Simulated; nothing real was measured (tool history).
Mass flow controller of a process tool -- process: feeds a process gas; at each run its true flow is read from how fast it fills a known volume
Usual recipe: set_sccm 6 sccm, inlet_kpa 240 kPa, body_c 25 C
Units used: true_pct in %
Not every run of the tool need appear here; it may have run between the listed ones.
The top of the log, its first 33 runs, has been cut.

run,hour,set_sccm,inlet_kpa,body_c,true_pct
34,12070.1,10,240,40,101.11
35,12388.9,10,240,40,101.18
36,12614.4,11,240,40,101.29
37,13065.9,11,175,21,103.51
38,13335.1,11,175,21,103.68
39,13745.9,11,175,21,103.67
# hour 13944.1: controller exchanged for a calibrated one
40,14145.4,11,175,21,99.78
41,14465.5,11,175,21,99.86

Estimate the outcome of run 42 from the log above:
42,14919.4,14,186,37,?

true_pct: 98.92 %
If the tool had no hidden condition, the same run with the same run-to-run variation would have returned true_pct 98.42 %.

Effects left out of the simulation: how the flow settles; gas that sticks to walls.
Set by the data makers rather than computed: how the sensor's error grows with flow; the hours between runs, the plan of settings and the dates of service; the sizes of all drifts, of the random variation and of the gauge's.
